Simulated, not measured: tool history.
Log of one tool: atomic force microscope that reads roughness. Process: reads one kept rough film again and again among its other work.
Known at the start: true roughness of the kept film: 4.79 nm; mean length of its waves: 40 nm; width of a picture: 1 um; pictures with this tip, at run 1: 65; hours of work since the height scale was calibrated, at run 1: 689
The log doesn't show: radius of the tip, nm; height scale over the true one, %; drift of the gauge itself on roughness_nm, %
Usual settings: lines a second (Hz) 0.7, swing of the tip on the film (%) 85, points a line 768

run	hour	lines a second (Hz)	swing of the tip on the film (%)	points a line	pictures with this tip	hours of work since the height scale was calibrated	roughness of the kept film (nm (root mean square))
1	0	0.7	85	768	65	689	4.106
2	20.9	0.7	85	768	91	701	4.055
# hour 40: new tip fitted
3	50.6	0.7	85	768	13	717	4.262
4	69.5	0.7	85	768	37	727	4.198
5	92.7	0.7	85	768	65	740	4.097
6	116.6	3.24	85	768	95	753	3.596
# hour 134.7: new tip fitted
7	139.5	3.24	85	768	6	765	3.843
8	170.4	0.7	81	768	44	781	4.158
9	196	0.7	81	768	75	795	4.08
10	216	0.7	74	768	100	806	4.033
# hour 227.5: new tip fitted
11	233.8	0.7	74	768	7	816	4.347
12	264.7	0.7	74	768	46	832	4.235
13	289.4	0.7	74	768	76	846	4.132
14	308	0.7	74	768	99	856	4.097
# hour 320.9: new tip fitted
15	328.3	0.7	68	768	9	867	4.369
16	345.3	0.7	85	768	30	876	4.208
17	370.9	0.7	85	768	61	890	4.128
18	393.5	0.7	85	768	89	902	4.035
# hour 414.6: new tip fitted
19	414.6	3.787	85	768	0	913	3.807
20	436	3.787	85	768	26	925	3.72
21	457.5	3.787	85	768	53	936	3.677
22	475.4	1.029	85	768	75	946	4.069
23	492.2	0.7	85	768	96	955	4.035
# hour 507.7: new tip fitted
24	512.8	0.7	85	768	6	966	4.315
25	538.9	0.7	62	768	39	980	4.314
26	554.3	0.7	62	768	58	989	4.235
27	577.6	0.7	62	768	87	1001	4.128
28	593.1	0.7	62	768	106	1010	4.097
# hour 600.6: new tip fitted
29	610.2	2.27	85	376	12	1019	3.943
# hour 613.2: height scale calibrated on a step standard
30	630.5	2.103	85	696	36	9	3.951
31	659.9	2.103	85	696	72	25	3.847
32	674.9	0.7	56	347	91	34	4.1
# hour 678.8: height scale calibrated on a step standard, once more
# hour 695.5: new tip fitted
33	706.7	1.27	56	347	13	15	4.31
34	726.5	1.897	56	387	38	26	4.205
35	753.8	0.524	87	274	71	40	4.027
36	780.2	0.524	87	274	104	55	3.953
# hour 789.1: new tip fitted
37	808.4	2.391	58	292	23	70	4.226
38	836.8	1.35	75	283	59	85	4.042
39	856.8	2.085	58	283	83	96	4.064
40	881.1	0.7	85	841	113	109	3.958
# hour 883.1: new tip fitted
41	906.3	1.672	85	266	29	123	3.967
42	934.6	0.833	85	768	64	138	4.039
43	968.3	0.833	85	768	105	156	3.908
# hour 976.6: new tip fitted
44	999.5	0.833	85	768	28	173	4.13
45	1032	1.177	85	768	68	191	3.965
46	1050.1	1.177	85	768	91	201	3.902
# hour 1070: new tip fitted
47	1070	1.177	85	768	0	211	4.209
48	1101.7	1.177	85	768	39	228	4.046
49	1133.4	1.883	73	346	78	245	3.944
50	1148.5	1.883	73	346	97	254	3.923
# hour 1163.8: new tip fitted
51	1174.6	1.152	81	473	13	268	4.211
52	1192.9	1.152	81	473	36	277	4.106
53	1207.9	1.206	83	473	55	286	4.029

3 ways to go on from here, each from the tool as it stands after run 53. What would each give?
A	1227.3	0.7	67	758	79	296	?
B	1227.3	3.262	61	398	79	296	?
C	1227.3	1.99	82	298	79	296	?

run	roughness of the kept film (nm (root mean square))
A	4.109
B	3.95
C	3.845
Without the tool's hidden state the same runs would have given:
run	roughness of the kept film (nm (root mean square))
A	4.36
B	4.191
C	4.08
